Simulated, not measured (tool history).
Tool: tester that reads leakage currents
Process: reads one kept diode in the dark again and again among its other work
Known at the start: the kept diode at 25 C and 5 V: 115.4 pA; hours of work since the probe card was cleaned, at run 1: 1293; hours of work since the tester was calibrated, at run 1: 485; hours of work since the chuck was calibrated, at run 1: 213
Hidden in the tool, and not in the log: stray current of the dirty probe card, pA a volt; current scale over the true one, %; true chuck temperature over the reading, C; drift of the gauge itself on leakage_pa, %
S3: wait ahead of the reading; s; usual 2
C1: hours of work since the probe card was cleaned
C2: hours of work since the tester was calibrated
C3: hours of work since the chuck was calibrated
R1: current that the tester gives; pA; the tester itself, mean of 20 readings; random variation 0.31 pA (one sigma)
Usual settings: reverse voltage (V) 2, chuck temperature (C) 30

run 1 day=0 | reverse_voltage_(V)=2 chuck_temperature_(C)=30 S3=2 | C1=1293 C2=485 C3=213 | R1=104.69
run 2 day=4.842 | reverse_voltage_(V)=2 chuck_temperature_(C)=30 S3=2 | C1=1380 C2=573 C3=300 | R1=105.61
run 3 day=14.517 | reverse_voltage_(V)=2 chuck_temperature_(C)=30 S3=2 | C1=1555 C2=748 C3=475 | R1=106.48
run 4 day=20.012 | reverse_voltage_(V)=2 chuck_temperature_(C)=47 S3=2 | C1=1655 C2=847 C3=574 | R1=327.73
run 5 day=28.992 | reverse_voltage_(V)=2 chuck_temperature_(C)=47 S3=2 | C1=1817 C2=1009 C3=737 | R1=328.03
run 6 day=38.625 | reverse_voltage_(V)=2 chuck_temperature_(C)=47 S3=2 | C1=1991 C2=1183 C3=911 | R1=331.58
run 7 day=46.312 | reverse_voltage_(V)=2 chuck_temperature_(C)=47 S3=2 | C1=2130 C2=1322 C3=1050 | R1=333.03
run 8 day=51.038 | reverse_voltage_(V)=2 chuck_temperature_(C)=47 S3=2 | C1=2215 C2=1408 C3=1135 | R1=335.48
run 9 day=60.429 | reverse_voltage_(V)=2 chuck_temperature_(C)=30 S3=0.44 | C1=2385 C2=1577 C3=1305 | R1=114.04
-- day=63.929 probe card cleaned and baked
run 10 day=65.171 | reverse_voltage_(V)=2 chuck_temperature_(C)=30 S3=2 | C1=22 C2=1661 C3=1388 | R1=109.37
run 11 day=71.725 | reverse_voltage_(V)=2 chuck_temperature_(C)=30 S3=2 | C1=141 C2=1779 C3=1507 | R1=111.42
run 12 day=78.879 | reverse_voltage_(V)=1.6 chuck_temperature_(C)=30 S3=2 | C1=270 C2=1909 C3=1636 | R1=99.41
-- day=82.738 chuck's temperature calibrated
run 13 day=87.354 | reverse_voltage_(V)=1.6 chuck_temperature_(C)=30 S3=2 | C1=422 C2=2060 C3=83 | R1=106.79
run 14 day=94.696 | reverse_voltage_(V)=1.6 chuck_temperature_(C)=34 S3=2 | C1=555 C2=2193 C3=216 | R1=141.09
run 15 day=103.217 | reverse_voltage_(V)=19.8 chuck_temperature_(C)=34 S3=2 | C1=709 C2=2347 C3=370 | R1=555.09
run 16 day=111.596 | reverse_voltage_(V)=19.8 chuck_temperature_(C)=34 S3=2 | C1=860 C2=2498 C3=522 | R1=561.99
run 17 day=119.092 | reverse_voltage_(V)=2 chuck_temperature_(C)=30 S3=2 | C1=995 C2=2634 C3=657 | R1=124.39
-- day=120.179 chuck's temperature calibrated, once more
run 18 day=127.021 | reverse_voltage_(V)=2 chuck_temperature_(C)=30 S3=2 | C1=1137 C2=2776 C3=124 | R1=105.46
run 19 day=136.308 | reverse_voltage_(V)=2 chuck_temperature_(C)=30 S3=2 | C1=1305 C2=2943 C3=291 | R1=106.29
run 20 day=145.346 | reverse_voltage_(V)=2 chuck_temperature_(C)=30 S3=2.95 | C1=1468 C2=3107 C3=455 | R1=107.17
run 21 day=153.512 | reverse_voltage_(V)=2.04 chuck_temperature_(C)=41 S3=4.7 | C1=1616 C2=3254 C3=602 | R1=227.56
run 22 day=159.408 | reverse_voltage_(V)=2.04 chuck_temperature_(C)=41 S3=4.7 | C1=1723 C2=3361 C3=709 | R1=228.7
run 23 day=164.625 | reverse_voltage_(V)=2.04 chuck_temperature_(C)=41 S3=4.7 | C1=1817 C2=3455 C3=803 | R1=230.16
run 24 day=174.104 | reverse_voltage_(V)=2 chuck_temperature_(C)=30 S3=0.74 | C1=1988 C2=3627 C3=975 | R1=112.19
run 25 day=178.888 | reverse_voltage_(V)=2 chuck_temperature_(C)=22 S3=0.45 | C1=2075 C2=3713 C3=1061 | R1=65.27
run 26 day=187.346 | reverse_voltage_(V)=2 chuck_temperature_(C)=22 S3=0.45 | C1=2228 C2=3866 C3=1214 | R1=65.84
run 27 day=192.304 | reverse_voltage_(V)=2.43 chuck_temperature_(C)=29 S3=2.37 | C1=2317 C2=3955 C3=1303 | R1=117.21
run 28 day=197.092 | reverse_voltage_(V)=2.43 chuck_temperature_(C)=29 S3=2.37 | C1=2404 C2=4042 C3=1390 | R1=118.45
-- day=198.975 probe card cleaned and baked
run 29 day=204.962 | reverse_voltage_(V)=1.8 chuck_temperature_(C)=29 S3=1.26 | C1=108 C2=4182 C3=1530 | R1=99.17
run 30 day=212.746 | reverse_voltage_(V)=17.1 chuck_temperature_(C)=40 S3=2.83 | C1=249 C2=4323 C3=1671 | R1=703.18
-- day=214.696 chuck's temperature calibrated
run 31 day=218.462 | reverse_voltage_(V)=1.15 chuck_temperature_(C)=30 S3=0.62 | C1=351 C2=4424 C3=68 | R1=78.56
run 32 day=226.529 | reverse_voltage_(V)=1.15 chuck_temperature_(C)=30 S3=0.62 | C1=496 C2=4570 C3=214 | R1=79.3
run 33 day=231.096 | reverse_voltage_(V)=11.75 chuck_temperature_(C)=30 S3=0.62 | C1=579 C2=4653 C3=296 | R1=283.24
run 34 day=236.671 | reverse_voltage_(V)=11.75 chuck_temperature_(C)=30 S3=0.62 | C1=680 C2=4754 C3=397 | R1=287.58
run 35 day=244.579 | reverse_voltage_(V)=2 chuck_temperature_(C)=30 S3=2.11 | C1=823 C2=4896 C3=540 | R1=108.29
run 36 day=252.096 | reverse_voltage_(V)=2 chuck_temperature_(C)=30 S3=1.3 | C1=959 C2=5032 C3=676 | R1=109.12
run 37 day=256.725 | reverse_voltage_(V)=2 chuck_temperature_(C)=30 S3=1.3 | C1=1042 C2=5116 C3=760 | R1=110.59
run 38 day=265.088 | reverse_voltage_(V)=18.05 chuck_temperature_(C)=35 S3=1.3 | C1=1193 C2=5267 C3=911 | R1=519.21
run 39 day=270.071 | reverse_voltage_(V)=18.05 chuck_temperature_(C)=35 S3=1.3 | C1=1283 C2=5357 C3=1001 | R1=522.02

Some steps in R1 between neighbouring runs. How much of each would the tool show without its hidden state too (settings, what came in, random variation), and how much is left for the hidden state, with any gauge scatter that isn't in both results?
Run 14 -> 15: reverse voltage (V) 1.6 -> 19.8. R1 +414 pA: hidden state +74.24, all else +339.76.
Run 16 -> 17: reverse voltage (V) 19.8 -> 2, chuck temperature (C) 34 -> 30. R1 -437.6 pA: hidden state -79.72, all else -357.88.
Run 29 -> 30: reverse voltage (V) 1.8 -> 17.1, chuck temperature (C) 29 -> 40, S3 1.26 -> 2.83. R1 +604.01 pA: hidden state +61.96, all else +542.05.
Run 30 -> 31: reverse voltage (V) 17.1 -> 1.15, chuck temperature (C) 40 -> 30, S3 2.83 -> 0.62, chuck's temperature calibrated. R1 -624.62 pA: hidden state -68.78, all else -555.84.
